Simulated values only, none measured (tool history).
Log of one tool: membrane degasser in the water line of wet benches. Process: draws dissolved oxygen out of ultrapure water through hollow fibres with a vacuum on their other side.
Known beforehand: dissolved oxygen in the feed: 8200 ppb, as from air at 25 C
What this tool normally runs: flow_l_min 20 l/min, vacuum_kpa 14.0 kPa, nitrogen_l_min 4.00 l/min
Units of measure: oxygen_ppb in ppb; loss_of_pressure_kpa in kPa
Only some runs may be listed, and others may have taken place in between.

{"run": 1, "day": 0.0, "flow_l_min": 20, "vacuum_kpa": 14.0, "nitrogen_l_min": 4.0, "oxygen_ppb": 139.8, "loss_of_pressure_kpa": 40.93}
{"run": 2, "day": 2.158, "flow_l_min": 20, "vacuum_kpa": 8.5, "nitrogen_l_min": 4.0, "oxygen_ppb": 72.4, "loss_of_pressure_kpa": 41.05}
{"run": 3, "day": 3.662, "flow_l_min": 20, "vacuum_kpa": 14.0, "nitrogen_l_min": 4.0, "oxygen_ppb": 140.2, "loss_of_pressure_kpa": 40.84}
{"run": 4, "day": 5.346, "flow_l_min": 20, "vacuum_kpa": 14.0, "nitrogen_l_min": 4.0, "oxygen_ppb": 140.4, "loss_of_pressure_kpa": 41.0}
{"run": 5, "day": 8.188, "flow_l_min": 20, "vacuum_kpa": 14.0, "nitrogen_l_min": 4.0, "oxygen_ppb": 139.5, "loss_of_pressure_kpa": 41.14}
{"run": 6, "day": 10.633, "flow_l_min": 20, "vacuum_kpa": 20.5, "nitrogen_l_min": 4.0, "oxygen_ppb": 219.2, "loss_of_pressure_kpa": 40.92}
{"run": 7, "day": 12.625, "flow_l_min": 21, "vacuum_kpa": 14.0, "nitrogen_l_min": 4.0, "oxygen_ppb": 148.1, "loss_of_pressure_kpa": 43.19}
{"run": 8, "day": 15.004, "flow_l_min": 22, "vacuum_kpa": 14.0, "nitrogen_l_min": 4.0, "oxygen_ppb": 155.5, "loss_of_pressure_kpa": 45.3}
{"run": 9, "day": 18.021, "flow_l_min": 22, "vacuum_kpa": 14.0, "nitrogen_l_min": 4.0, "oxygen_ppb": 156.2, "loss_of_pressure_kpa": 45.12}
{"run": 10, "day": 21.146, "flow_l_min": 28, "vacuum_kpa": 10.8, "nitrogen_l_min": 6.75, "oxygen_ppb": 107.8, "loss_of_pressure_kpa": 57.34}
{"run": 11, "day": 23.071, "flow_l_min": 26, "vacuum_kpa": 15.8, "nitrogen_l_min": 2.29, "oxygen_ppb": 352.4, "loss_of_pressure_kpa": 53.51}
{"run": 12, "day": 26.621, "flow_l_min": 26, "vacuum_kpa": 15.8, "nitrogen_l_min": 2.29, "oxygen_ppb": 352.8, "loss_of_pressure_kpa": 53.2}
{"run": 13, "day": 28.733, "flow_l_min": 17, "vacuum_kpa": 14.0, "nitrogen_l_min": 5.64, "oxygen_ppb": 86.0, "loss_of_pressure_kpa": 35.19}
{"run": 14, "day": 30.829, "flow_l_min": 24, "vacuum_kpa": 9.5, "nitrogen_l_min": 4.0, "oxygen_ppb": 108.0, "loss_of_pressure_kpa": 49.47}
{"run": 15, "day": 33.838, "flow_l_min": 24, "vacuum_kpa": 16.4, "nitrogen_l_min": 4.91, "oxygen_ppb": 173.4, "loss_of_pressure_kpa": 49.29}
{"run": 16, "day": 36.092, "flow_l_min": 24, "vacuum_kpa": 16.4, "nitrogen_l_min": 4.91, "oxygen_ppb": 173.1, "loss_of_pressure_kpa": 49.27}
{"run": 17, "day": 39.279, "flow_l_min": 22, "vacuum_kpa": 16.4, "nitrogen_l_min": 2.91, "oxygen_ppb": 250.9, "loss_of_pressure_kpa": 45.28}
{"run": 18, "day": 42.512, "flow_l_min": 16, "vacuum_kpa": 9.8, "nitrogen_l_min": 2.91, "oxygen_ppb": 94.8, "loss_of_pressure_kpa": 32.86}

Same runs, no hidden state in the tool, same run-to-run variation:
Hidden state present: membrane still open, %; true pressure behind the membrane over the reading, kPa; air that leaks in behind the membrane, l/min; drift of the gauge itself on oxygen_ppb, %; drift of the gauge itself on loss_of_pressure_kpa, %.
run=1 oxygen_ppb=133.4 loss_of_pressure_kpa=40.64
run=2 oxygen_ppb=68.0 loss_of_pressure_kpa=40.75
run=3 oxygen_ppb=133.7 loss_of_pressure_kpa=40.54
run=4 oxygen_ppb=133.8 loss_of_pressure_kpa=40.69
run=5 oxygen_ppb=132.9 loss_of_pressure_kpa=40.83
run=6 oxygen_ppb=210.2 loss_of_pressure_kpa=40.60
run=7 oxygen_ppb=141.3 loss_of_pressure_kpa=42.85
run=8 oxygen_ppb=148.5 loss_of_pressure_kpa=44.94
run=9 oxygen_ppb=149.1 loss_of_pressure_kpa=44.75
run=10 oxygen_ppb=102.7 loss_of_pressure_kpa=56.86
run=11 oxygen_ppb=340.0 loss_of_pressure_kpa=53.06
run=12 oxygen_ppb=340.1 loss_of_pressure_kpa=52.73
run=13 oxygen_ppb=81.0 loss_of_pressure_kpa=34.87
run=14 oxygen_ppb=101.9 loss_of_pressure_kpa=49.03
run=15 oxygen_ppb=165.9 loss_of_pressure_kpa=48.84
run=16 oxygen_ppb=165.5 loss_of_pressure_kpa=48.81
run=17 oxygen_ppb=240.0 loss_of_pressure_kpa=44.85
run=18 oxygen_ppb=88.1 loss_of_pressure_kpa=32.54
